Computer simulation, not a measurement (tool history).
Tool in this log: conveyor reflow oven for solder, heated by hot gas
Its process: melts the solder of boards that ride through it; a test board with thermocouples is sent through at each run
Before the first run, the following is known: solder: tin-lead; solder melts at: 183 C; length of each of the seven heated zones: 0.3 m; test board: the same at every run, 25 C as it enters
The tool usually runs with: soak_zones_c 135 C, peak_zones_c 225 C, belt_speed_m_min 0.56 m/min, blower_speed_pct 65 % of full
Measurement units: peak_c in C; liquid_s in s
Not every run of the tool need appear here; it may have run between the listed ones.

Run 1, hour 0: usual settings. Result: peak_c 206.3 C, liquid_s 39.8 s.
Run 2, hour 56.6: usual settings. Result: peak_c 210.4 C, liquid_s 43.4 s.
Run 3, hour 80.8: usual settings. Result: peak_c 210.6 C, liquid_s 43.6 s.
Run 4, hour 109.5: usual settings. Result: peak_c 210.1 C, liquid_s 43.6 s.
Run 5, hour 150.7: usual settings but soak_zones_c 134 C. Result: peak_c 209.6 C, liquid_s 42.7 s.
Run 6, hour 194.5: usual settings but soak_zones_c 134 C. Result: peak_c 209.3 C, liquid_s 42.7 s.
Run 7, hour 241.1: usual settings. Result: peak_c 209.9 C, liquid_s 43.7 s.
Run 8, hour 272.3: usual settings. Result: peak_c 209.4 C, liquid_s 43.4 s.
Run 9, hour 320.9: usual settings but soak_zones_c 124 C. Result: peak_c 206.1 C, liquid_s 35.5 s.
Run 10, hour 344.4: usual settings but peak_zones_c 231 C. Result: peak_c 213.6 C, liquid_s 44.3 s.
Run 11, hour 380.2: usual settings but peak_zones_c 231 C. Result: peak_c 212.8 C, liquid_s 44.1 s.
Run 12, hour 432.4: usual settings but soak_zones_c 140 C, peak_zones_c 230 C, belt_speed_m_min 0.543 m/min, blower_speed_pct 52 % of full. Result: peak_c 211.3 C, liquid_s 45.6 s.
Run 13, hour 462.7: usual settings but soak_zones_c 140 C, peak_zones_c 230 C, belt_speed_m_min 0.543 m/min, blower_speed_pct 52 % of full. Result: peak_c 210.8 C, liquid_s 45.2 s.
Run 14, hour 500.5: usual settings but belt_speed_m_min 0.488 m/min, blower_speed_pct 89 % of full. Result: peak_c 216.1 C, liquid_s 56.3 s.
Run 15, hour 524.2: usual settings but soak_zones_c 122 C. Result: peak_c 206.5 C, liquid_s 36.1 s.
Run 16, hour 566.8: usual settings but soak_zones_c 122 C. Result: peak_c 206.3 C, liquid_s 35.4 s.
Run 17, hour 592.5: usual settings but soak_zones_c 122 C. Result: peak_c 206.6 C, liquid_s 35.6 s.
Run 18, hour 622.5: usual settings but blower_speed_pct 73 % of full. Result: peak_c 210.1 C, liquid_s 42.7 s.
Run 19, hour 662.1: usual settings but soak_zones_c 129 C, peak_zones_c 238 C, blower_speed_pct 76 % of full. Result: peak_c 221 C, liquid_s 48.5 s.
Run 20, hour 707.4: usual settings but blower_speed_pct 87 % of full. Result: peak_c 212.8 C, liquid_s 45.6 s.
Run 21, hour 752.8: usual settings but soak_zones_c 124 C, peak_zones_c 236 C, belt_speed_m_min 0.586 m/min, blower_speed_pct 68 % of full. Result: peak_c 214.4 C, liquid_s 40.6 s.
Run 22, hour 794.5: usual settings but peak_zones_c 229 C, blower_speed_pct 61 % of full. Result: peak_c 209.9 C, liquid_s 42.2 s.

Taken out of this log: 5 entries between the listed runs. Where each belongs, and how the hidden state differs across it:
From run 1 to run 2: flux residue cleaned out of gas plates and filters (hour 9.4); thermocouples of zones 6 and 7 changed (hour 45.2)
  heat that the gas passes to the board, % of a clean oven's: 94 -> 98.9; belt's true speed, % of the reading: 97.61 -> 97.54; true gas temperature in zones 6 and 7 over the reading, C: -3.68 -> 0.23
  measured minus no-state result, peak_c: -3.8 -> +0.7 C; liquid_s: -2.5 -> +1.7 s
From run 6 to run 7: belt drive overhauled, speed set with a stopwatch (hour 201.2)
  heat that the gas passes to the board, % of a clean oven's: 97 -> 96.5; belt's true speed, % of the reading: 97.36 -> 96.64; true gas temperature in zones 6 and 7 over the reading, C: -0.02 -> -0.1
  measured minus no-state result, peak_c: +0.1 -> +0.1 C; liquid_s: +1.3 -> +1.7 s
From run 8 to run 9: belt drive overhauled, speed set with a stopwatch, once more (hour 308.1)
  heat that the gas passes to the board, % of a clean oven's: 96 -> 95.4; belt's true speed, % of the reading: 96.6 -> 99.94; true gas temperature in zones 6 and 7 over the reading, C: -0.15 -> -0.23
  measured minus no-state result, peak_c: +0 -> -1.4 C; liquid_s: +1.6 -> -1.5 s
From run 11 to run 12: flux residue cleaned out of gas plates and filters (hour 414.6)
  heat that the gas passes to the board, % of a clean oven's: 94.6 -> 99.6; belt's true speed, % of the reading: 99.86 -> 99.81; true gas temperature in zones 6 and 7 over the reading, C: -0.34 -> -0.43
  measured minus no-state result, peak_c: -1.6 -> -0.3 C; liquid_s: -1.3 -> -0.2 s
